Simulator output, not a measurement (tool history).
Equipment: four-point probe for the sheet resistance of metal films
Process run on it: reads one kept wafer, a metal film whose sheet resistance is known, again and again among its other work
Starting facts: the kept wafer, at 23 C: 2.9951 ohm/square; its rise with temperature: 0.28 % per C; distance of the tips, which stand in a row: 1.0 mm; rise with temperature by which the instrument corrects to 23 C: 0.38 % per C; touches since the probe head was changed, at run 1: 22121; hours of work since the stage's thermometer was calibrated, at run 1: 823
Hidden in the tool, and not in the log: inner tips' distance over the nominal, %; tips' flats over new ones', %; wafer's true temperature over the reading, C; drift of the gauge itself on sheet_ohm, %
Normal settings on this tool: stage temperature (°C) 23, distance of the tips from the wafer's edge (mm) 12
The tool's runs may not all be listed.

run,hour,stage temperature (°C),distance of the tips from the wafer's edge (mm),touches since the probe head was changed,hours of work since the stage's thermometer was calibrated,sheet resistance as the instrument gives it (ohm/square)
1,0,23,12,22121,823,3.009372
2,35.3,23,12,22700,851,3.009823
3,68.8,23,12,23248,877,3.008606
4,89.8,23,12,23592,894,3.008191
5,128.6,23,46,24229,924,2.997978
6,159.7,23,46,24738,949,2.999529
7,200.2,23,46,25402,980,2.998948
8,225.5,23,14,25817,1000,3.005756
9,266.5,23,14,26488,1032,3.0072
10,294.9,23,14,26953,1055,3.007055
11,327.7,23,14,27490,1081,3.007534
12,369.9,23,14,28182,1114,3.007476
13,402.5,23,7,28716,1139,3.032687
14,434.5,32,12,29241,1165,2.983799
15,469.2,32,12,29810,1192,2.983645
16,491.7,32,12,30178,1209,2.983764
17,518.1,25,12,30611,1230,3.004833
18,545.3,25,12,31056,1252,3.006154
19,575.9,34,12,31558,1276,2.97787
20,610.6,34,12,32126,1303,2.97823
21,647.4,34,63,32730,1332,2.968747
22,688.4,23,12,33401,1364,3.012663
23,725.9,31,9,34015,1393,2.996826
24,748.8,19,4,34390,1411,3.112871
25,779,22,74,34885,1435,3.005833
26,798.6,26,46,35207,1451,2.993682
27,839.8,21,70,35882,1483,3.009673
28,879.8,25,56,36538,1514,2.99672
29,904.7,25,56,36945,1534,2.996658
30,932.6,33,5,37402,1556,3.034983
31,960.3,33,5,37857,1578,3.035444
32,978.6,33,54,38156,1592,2.972351
33,1014.6,18,43,38746,1620,3.021077
34,1035.6,23,6,39090,1637,3.047114
35,1077.6,27,8,39778,1670,3.016667
36,1122,27,8,40507,1705,3.017058
37,1158.4,30,11,41103,1733,2.996055
38,1177.8,28,48,41421,1749,2.989365
39,1214.3,28,48,42018,1777,2.989658
40,1244.4,20,48,42512,1801,3.015638
41,1286.9,20,48,43208,1834,3.015467
42,1330.2,21,6,43918,1868,3.055663
43,1370.9,31,12,44585,1900,2.992979
44,1408.8,27,8,45207,1930,3.018596

What if the next run were any one of these 4? Each begins from the tool's condition after run 44:
A,1440.2,20,44,45720,1955,?
B,1440.2,25,20,45720,1955,?
C,1440.2,24,15,45720,1955,?
D,1440.2,29,23,45720,1955,?

run,sheet resistance as the instrument gives it (ohm/square)
A,3.016306
B,3.002812
C,3.009466
D,2.990654
Without the tool's unlogged condition, the same runs would have read:
run,sheet resistance as the instrument gives it (ohm/square)
A,3.00532
B,2.991914
C,2.998536
D,2.979828
